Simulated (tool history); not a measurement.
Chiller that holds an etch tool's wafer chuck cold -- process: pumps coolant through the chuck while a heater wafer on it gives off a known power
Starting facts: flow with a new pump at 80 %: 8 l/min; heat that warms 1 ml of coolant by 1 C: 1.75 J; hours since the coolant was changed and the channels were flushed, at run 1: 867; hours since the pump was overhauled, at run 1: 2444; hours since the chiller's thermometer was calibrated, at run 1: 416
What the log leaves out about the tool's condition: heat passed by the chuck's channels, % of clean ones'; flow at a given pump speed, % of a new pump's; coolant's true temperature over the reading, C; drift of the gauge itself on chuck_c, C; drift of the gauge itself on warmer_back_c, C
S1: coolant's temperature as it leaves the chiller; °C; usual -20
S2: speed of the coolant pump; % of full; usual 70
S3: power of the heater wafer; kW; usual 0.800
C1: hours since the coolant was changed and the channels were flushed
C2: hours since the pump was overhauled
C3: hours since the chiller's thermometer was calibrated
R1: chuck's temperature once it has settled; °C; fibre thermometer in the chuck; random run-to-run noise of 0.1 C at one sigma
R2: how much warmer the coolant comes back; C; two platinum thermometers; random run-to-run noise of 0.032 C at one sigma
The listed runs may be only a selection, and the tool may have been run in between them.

run    hour   S1  S2     S3    C1    C2    C3     R1    R2
  1     0.0  -20  70  0.800   867  2444   416  -12.8  4.08
  2   106.8  -20  70  0.800   974  2551   523  -12.8  4.12
  3   171.5  -20  70  0.800  1039  2615   588  -12.7  4.12
  4   230.9  -20  70  0.800  1098  2675   647  -12.8  4.16
  5   290.7  -20  70  0.800  1158  2735   707  -12.6  4.12
  6   353.2  -20  83  0.800  1220  2797   770  -13.7  3.43
  7   500.7  -20  69  0.800  1368  2945   917  -12.6  4.21
  8   634.9  -20  70  0.800  1502  3079  1051  -12.6  4.14
  9   760.0  -20  70  0.800  1627  3204  1176  -12.6  4.15
      773.1  -- coolant pump overhauled
 10   908.3  -20  70  0.800  1770   135  1320  -12.5  4.21
 11  1027.4  -20  70  0.800  1889   254  1439  -12.4  4.27
 12  1147.8  -20  70  0.800  2010   375  1559  -12.4  4.24
 13  1237.9  -20  70  0.800  2100   465  1649  -12.4  4.27
     1309.5  -- coolant pump overhauled, once more
 14  1324.0  -20  70  0.800  2181    14  1730  -12.9  3.92
 15  1447.8  -20  70  0.800  2305   138  1854  -13.0  3.98
 16  1537.8  -20  70  0.800  2395   228  1944  -12.9  3.93
 17  1627.6  -20  70  0.800  2485   318  2034  -12.8  3.95
 18  1689.0  -17  63  0.800  2546   379  2096   -9.1  4.45
 19  1777.5  -15  63  0.410  2635   468  2184  -10.9  2.25
 20  1849.6  -15  70  0.650  2707   540  2256   -9.5  3.21
 21  1914.4  -15  70  0.650  2771   605  2321   -9.1  3.21
 22  2031.7  -19  68  0.800  2889   722  2438  -11.6  4.07
 23  2153.1  -20  70  0.800  3010   844  2560  -12.7  3.98
 24  2214.7  -12  67  1.192  3072   905  2621   -0.5  6.24
 25  2337.9  -24  71  0.406  3195  1028  2744  -20.5  1.99
     2390.1  -- chiller's thermometer calibrated
 26  2436.2  -24  71  0.406  3292  1126    46  -20.3  2.02
 27  2525.3  -24  71  0.406  3381  1215   135  -20.2  2.04
 28  2597.2  -20  78  0.800  3453  1287   207  -13.1  3.55
 29  2726.7  -17  74  0.497  3583  1416   337  -12.4  2.37
 30  2868.7  -19  70  0.551  3725  1558   479  -13.7  2.79
 31  2928.9  -23  70  0.800  3785  1618   539  -15.4  4.06
 32  3075.0  -23  70  0.800  3931  1764   685  -15.3  4.06
 33  3153.5  -23  70  0.800  4010  1843   763  -15.6  4.06

Entry by entry between the runs, the difference in hidden state between the last listed run before and the first listed run after:
Logged between run 9 and run 10: coolant pump overhauled (hour 773.1)
  heat passed by the chuck's channels, % of clean ones': 96.4 -> 96.1; flow at a given pump speed, % of a new pump's: 95.1 -> 92.3
  what was measured, less what the result would be without the hidden state, R1: +0.4 -> +0.7 °C; R2: +0.21 -> +0.33 C
Logged between run 13 and run 14: coolant pump overhauled, once more (hour 1309.5)
  heat passed by the chuck's channels, % of clean ones': 95.5 -> 95.3; flow at a given pump speed, % of a new pump's: 91.7 -> 100.2
  what was measured, less what the result would be without the hidden state, R1: +0.7 -> +0.1 °C; R2: +0.35 -> -0.01 C
Logged between run 25 and run 26: chiller's thermometer calibrated (hour 2390.1)
  heat passed by the chuck's channels, % of clean ones': 93.3 -> 93.1; flow at a given pump speed, % of a new pump's: 98.5 -> 98.4; coolant's true temperature over the reading, C: -0.14 -> 0.06
  what was measured, less what the result would be without the hidden state, R1: +0.1 -> +0.3 °C; R2: +0.03 -> +0.04 C
